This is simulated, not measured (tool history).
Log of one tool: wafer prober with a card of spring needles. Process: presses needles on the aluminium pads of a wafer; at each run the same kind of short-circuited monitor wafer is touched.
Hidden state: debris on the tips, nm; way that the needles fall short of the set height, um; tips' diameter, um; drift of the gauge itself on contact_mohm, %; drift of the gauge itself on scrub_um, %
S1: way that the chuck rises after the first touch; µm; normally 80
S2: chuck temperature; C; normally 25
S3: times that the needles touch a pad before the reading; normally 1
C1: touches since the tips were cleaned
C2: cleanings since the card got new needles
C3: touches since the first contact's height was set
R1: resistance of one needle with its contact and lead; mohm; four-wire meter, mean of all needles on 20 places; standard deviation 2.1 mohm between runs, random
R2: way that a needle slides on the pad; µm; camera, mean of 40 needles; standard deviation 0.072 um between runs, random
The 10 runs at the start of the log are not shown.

run,day,S1,S2,S3,C1,C2,C3,R1,R2
# day 3.683: tips cleaned on abrasive film
11,3.838,60,25,1,857,10,37438,257,11.74
12,4.312,80,25,1,3521,10,40102,264,15.67
# day 4.346: tips cleaned on abrasive film
13,4.558,80,25,2,1173,11,41439,245,15.64
# day 5.038: tips cleaned on abrasive film
14,5.067,80,25,2,152,12,44245,237,15.76
15,5.504,80,25,2,2618,12,46711,249,15.73
# day 5.704: tips cleaned on abrasive film
16,5.771,80,25,2,384,13,48177,236,15.56
17,6.062,80,25,1,1996,13,49789,255,15.67
# day 6.358: tips cleaned on abrasive film
18,6.579,80,39,2,1237,14,52657,245,15.62
19,6.900,86,31,2,3028,14,54448,250,16.79
# day 7.012: tips cleaned on abrasive film
20,7.238,96,112,2,1258,15,56314,266,18.96
21,7.458,85,103,2,2488,15,57544,265,16.63
# day 7.662: tips cleaned on abrasive film
22,7.975,64,28,3,1751,16,60410,246,12.36
23,8.288,64,28,3,3485,16,62144,249,12.30
# day 8.333: tips cleaned on abrasive film
24,8.579,64,28,3,1367,17,63756,245,12.39
25,8.879,64,28,3,3053,17,65442,256,12.48
# day 9.008: tips cleaned on abrasive film
26,9.221,64,28,3,1193,18,67315,250,12.53
27,9.521,79,25,1,2874,18,68996,260,15.28
# day 9.683: tips cleaned on abrasive film
28,9.750,71,25,1,362,19,70245,242,13.92
29,10.033,80,95,1,1937,19,71820,269,15.51
30,10.304,80,95,1,3464,19,73347,278,15.62
# day 10.346: tips cleaned on abrasive film
31,10.796,80,32,2,2523,20,76070,249,15.41
# day 11.012: tips cleaned on abrasive film
32,11.146,93,32,2,744,21,77999,245,18.22
33,11.533,67,30,1,2902,21,80157,273,12.88
# day 11.675: tips cleaned on abrasive film
34,11.962,80,41,1,1606,22,82531,257,15.56

Alternative continuations, all from the tool just after run 34; predict every row:
A,12.188,82,41,1,2867,22,83792,?,?
B,12.188,85,41,1,2867,22,83792,?,?
C,12.188,80,103,2,2867,22,83792,?,?
D,12.188,90,117,1,2867,22,83792,?,?

run,R1,R2
A,267,15.88
B,265,16.44
C,271,15.56
D,279,17.54
With no hidden state in the tool, these same runs would have given:
run,R1,R2
A,239,16.34
B,239,16.90
C,256,16.02
D,258,18.01
